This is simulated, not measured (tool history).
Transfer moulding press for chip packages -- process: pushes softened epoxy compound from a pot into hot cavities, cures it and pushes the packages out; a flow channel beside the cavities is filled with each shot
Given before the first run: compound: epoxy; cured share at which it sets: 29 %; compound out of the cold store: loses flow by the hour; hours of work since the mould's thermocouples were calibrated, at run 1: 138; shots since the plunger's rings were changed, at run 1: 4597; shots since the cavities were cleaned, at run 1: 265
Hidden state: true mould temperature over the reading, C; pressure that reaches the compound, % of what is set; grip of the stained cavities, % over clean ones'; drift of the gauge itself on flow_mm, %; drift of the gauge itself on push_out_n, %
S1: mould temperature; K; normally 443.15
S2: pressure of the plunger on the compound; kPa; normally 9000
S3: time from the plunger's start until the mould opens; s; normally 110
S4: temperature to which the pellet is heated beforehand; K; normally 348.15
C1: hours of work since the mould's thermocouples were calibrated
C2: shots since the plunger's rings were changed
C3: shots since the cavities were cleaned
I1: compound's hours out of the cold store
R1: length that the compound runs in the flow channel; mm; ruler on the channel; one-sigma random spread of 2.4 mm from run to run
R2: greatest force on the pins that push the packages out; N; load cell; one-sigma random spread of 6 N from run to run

run   hour      S1    S2   S3      S4   C1    C2   C3    I1   R1   R2
  1    0.0  443.15  9000  110  348.15  138  4597  265  17.0  575  298
  2   20.8  443.15  9000  110  348.15  147  4742  410  45.5  472  323
  3   64.2  443.15  9000  110  348.15  165  5045  713  16.6  581  401
      79.8  -- cavities cleaned with cleaning compound and waxed
  4   95.4  443.15  9000  110  348.15  178  5252  109  39.4  495  258
     116.0  -- plunger's sealing rings changed
  5  130.3  443.15  9000  110  348.15  191    99  335  33.6  534  321
  6  177.3  443.15  9000  110  348.15  211   427  663  31.8  543  397
     198.3  -- cavities cleaned with cleaning compound and waxed
  7  228.2  443.15  9000  110  348.15  232   772  209  30.5  545  286
  8  258.0  443.15  9000  110  348.15  244   980  417  43.9  497  349
  9  303.5  443.15  9000  110  348.15  264  1297  734  16.0  602  427
     315.4  -- cavities cleaned with cleaning compound and waxed
 10  333.4  446.15  9000  110  348.15  275  1495  126  44.8  486  230
 11  359.4  436.15  7850  145  344.15  286  1677  308  37.3  495  292
 12  407.9  436.15  7850  145  344.15  307  2015  646  11.9  588  374
     429.7  -- cavities cleaned with cleaning compound and waxed
 13  446.8  443.15  9000  124  348.15  322  2276  120  45.8  488  226
 14  487.4  435.15  7700  110  348.15  340  2559  403  27.4  523  577
 15  522.3  435.15  7700  110  348.15  354  2802  646  22.8  540  692
     546.9  -- cavities cleaned with cleaning compound and waxed
 16  565.6  435.15  7700  110  348.15  372  3094  130  42.6  471  444
 17  603.5  435.15  7700  110  348.15  388  3358  394  29.2  514  586
 18  635.8  443.15  7050  147  348.15  401  3584  620  18.0  508  310
     663.5  -- cavities cleaned with cleaning compound and waxed
 19  676.1  437.15  7050  147  348.15  418  3854   88  36.7  457  228
 20  706.2  446.15  8060  147  355.15  430  4065  299  27.9  504  244

5 options for the next run, each taken on its own from the tool as it stands now. Forecast them:
  A  734.4  443.15  9920  110  348.15  442  4261  495  41.4   ?   ?
  B  734.4  442.15  8060  147  355.15  442  4261  495  43.4   ?   ?
  C  734.4  435.15  9960  101  355.15  442  4261  495  38.8   ?   ?
  D  734.4  443.15  9000  136  348.15  442  4261  495  27.9   ?   ?
  E  734.4  446.15  8060  123  341.15  442  4261  495  44.9   ?   ?

run   R1   R2
  A  515  372
  B  461  293
  C  547  711
  D  534  295
  E  449  283
What these runs would have given with no unlogged condition in the tool:
run   R1   R2
  A  536  219
  B  479  179
  C  568  408
  D  555  178
  E  467  170
